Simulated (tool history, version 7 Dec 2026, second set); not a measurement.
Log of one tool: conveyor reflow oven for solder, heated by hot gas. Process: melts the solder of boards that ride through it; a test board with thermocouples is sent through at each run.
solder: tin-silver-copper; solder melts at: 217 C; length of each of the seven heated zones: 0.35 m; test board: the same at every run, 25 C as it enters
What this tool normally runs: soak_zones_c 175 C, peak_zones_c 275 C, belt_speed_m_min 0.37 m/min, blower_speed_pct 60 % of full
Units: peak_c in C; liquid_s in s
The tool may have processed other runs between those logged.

Run 1, hour 0: usual settings. Result: peak_c 263.9 C, liquid_s 97.6 s.
Run 2, hour 32.5: usual settings. Result: peak_c 264 C, liquid_s 97.8 s.
Run 3, hour 60.6: usual settings but peak_zones_c 269 C. Result: peak_c 258.2 C, liquid_s 93.1 s.
Run 4, hour 78.6: usual settings. Result: peak_c 263.5 C, liquid_s 97.5 s.
Run 5, hour 104.1: usual settings but peak_zones_c 288 C. Result: peak_c 276 C, liquid_s 105.5 s.
Run 6, hour 118.7: usual settings but belt_speed_m_min 0.357 m/min. Result: peak_c 264.7 C, liquid_s 102.2 s.
Run 7, hour 138.9: usual settings but belt_speed_m_min 0.357 m/min. Result: peak_c 264.9 C, liquid_s 101.8 s.
Run 8, hour 155.5: usual settings but soak_zones_c 180 C, belt_speed_m_min 0.357 m/min. Result: peak_c 265.2 C, liquid_s 105.2 s.
Run 9, hour 169.1: usual settings but soak_zones_c 164 C. Result: peak_c 262.4 C, liquid_s 91.5 s.
Run 10, hour 197.4: usual settings but soak_zones_c 164 C. Result: peak_c 262.5 C, liquid_s 91.4 s.
Run 11, hour 211.3: usual settings but soak_zones_c 164 C, peak_zones_c 271 C. Result: peak_c 258.5 C, liquid_s 88.6 s.
Run 12, hour 235.9: usual settings. Result: peak_c 263.4 C, liquid_s 97.5 s.
Run 13, hour 266.3: usual settings but blower_speed_pct 77 % of full. Result: peak_c 266.8 C, liquid_s 100.4 s.
Run 14, hour 280: usual settings. Result: peak_c 263.5 C, liquid_s 97.6 s.
Run 15, hour 300.4: usual settings. Result: peak_c 263.8 C, liquid_s 97.6 s.
Run 16, hour 322.8: usual settings. Result: peak_c 263.3 C, liquid_s 97.5 s.
Run 17, hour 349.9: usual settings but soak_zones_c 183 C, belt_speed_m_min 0.384 m/min. Result: peak_c 263.5 C, liquid_s 97.5 s.
Run 18, hour 380.4: usual settings but soak_zones_c 169 C, belt_speed_m_min 0.414 m/min, blower_speed_pct 66 % of full. Result: peak_c 260.6 C, liquid_s 82 s.
Run 19, hour 405.4: usual settings but peak_zones_c 287 C, belt_speed_m_min 0.315 m/min. Result: peak_c 279.4 C, liquid_s 126.2 s.
Run 20, hour 430.9: usual settings but peak_zones_c 282 C, belt_speed_m_min 0.414 m/min, blower_speed_pct 84 % of full. Result: peak_c 271.8 C, liquid_s 92 s.

For run 21, what comes out?
Run 21, hour 449: usual settings but soak_zones_c 176 C, peak_zones_c 267 C, belt_speed_m_min 0.414 m/min, blower_speed_pct 84 % of full. Result: peak_c ?, liquid_s ?.

peak_c: 257.7 C
liquid_s: 84.1 s
The same run, on a tool lacking any hidden state, would have yielded peak_c 257.8 C, liquid_s 84.2 s.
